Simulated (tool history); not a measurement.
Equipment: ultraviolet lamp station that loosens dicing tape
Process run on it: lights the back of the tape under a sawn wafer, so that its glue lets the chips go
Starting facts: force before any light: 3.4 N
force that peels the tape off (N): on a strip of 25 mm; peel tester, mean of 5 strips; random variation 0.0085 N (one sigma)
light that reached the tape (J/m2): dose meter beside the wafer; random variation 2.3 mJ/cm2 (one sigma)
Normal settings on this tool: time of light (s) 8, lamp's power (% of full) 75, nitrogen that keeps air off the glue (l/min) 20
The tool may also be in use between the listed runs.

| run | day | time of light (s) | lamp's power (% of full) | nitrogen that keeps air off the glue (l/min) | force that peels the tape off (N) | light that reached the tape (J/m2) |
|---|---|---|---|---|---|---|
| 1 | 0 | 8 | 75 | 20 | 0.38 | 2110 |
| 2 | 0.404 | 8 | 75 | 20 | 0.359 | 2110 |
| 3 | 0.742 | 8 | 75 | 20 | 0.37 | 2070 |
| 4 | 1.079 | 8 | 75 | 20 | 0.363 | 2100 |
| 5 | 1.696 | 5 | 75 | 20 | 0.711 | 1300 |
| 6 | 2.279 | 8 | 75 | 20 | 0.386 | 2070 |
| 7 | 2.625 | 8 | 75 | 20 | 0.388 | 2060 |
| 8 | 3.05 | 13 | 75 | 20 | 0.248 | 3330 |
| 9 | 3.392 | 4 | 75 | 20 | 0.969 | 970 |
| 10 | 3.933 | 8 | 72 | 20 | 0.4 | 1960 |
| 11 | 4.438 | 8 | 75 | 20 | 0.41 | 2030 |
| 12 | 4.842 | 8 | 75 | 20 | 0.409 | 2040 |
| 13 | 5.096 | 8 | 75 | 20 | 0.394 | 2010 |
| 14 | 5.404 | 8 | 75 | 20 | 0.41 | 2000 |
| 15 | 5.675 | 8 | 75 | 20 | 0.403 | 2020 |
|  | 5.746 | window cleaned of glue's vapour |
| 16 | 6.112 | 8 | 75 | 29 | 0.389 | 1900 |
| 17 | 6.417 | 11 | 72 | 20 | 0.297 | 2510 |
| 18 | 6.779 | 5 | 83 | 26 | 0.659 | 1300 |
| 19 | 7.25 | 5 | 66 | 26 | 0.9 | 1050 |
| 20 | 7.629 | 5 | 91 | 39 | 0.517 | 1430 |
| 21 | 8.092 | 5 | 91 | 34 | 0.544 | 1440 |
| 22 | 8.425 | 5 | 91 | 34 | 0.552 | 1400 |
| 23 | 8.717 | 6 | 71 | 35 | 0.584 | 1320 |
| 24 | 9.225 | 12 | 80 | 7 | 0.339 | 2950 |
|  | 9.421 | window cleaned of glue's vapour, once more |
| 25 | 9.833 | 8 | 75 | 8 | 0.539 | 2030 |
| 26 | 10.421 | 5 | 75 | 13 | 0.844 | 1230 |
| 27 | 10.821 | 14 | 75 | 15 | 0.234 | 3590 |

Below are 3 alternative next runs, each starting from the tool's condition after run 27. Predict each:
| A | 11.225 | 7 | 74 | 23 | ? | ? |
| B | 11.225 | 8 | 92 | 34 | ? | ? |
| C | 11.225 | 14 | 80 | 15 | ? | ? |

| run | force that peels the tape off (N) | light that reached the tape (J/m2) |
|---|---|---|
| A | 0.457 | 1780 |
| B | 0.278 | 2490 |
| C | 0.225 | 3800 |
With the hidden condition removed and each run's random variation left untouched, the same runs would have given:
| run | force that peels the tape off (N) | light that reached the tape (J/m2) |
|---|---|---|
| A | 0.399 | 1970 |
| B | 0.258 | 2760 |
| C | 0.216 | 4220 |
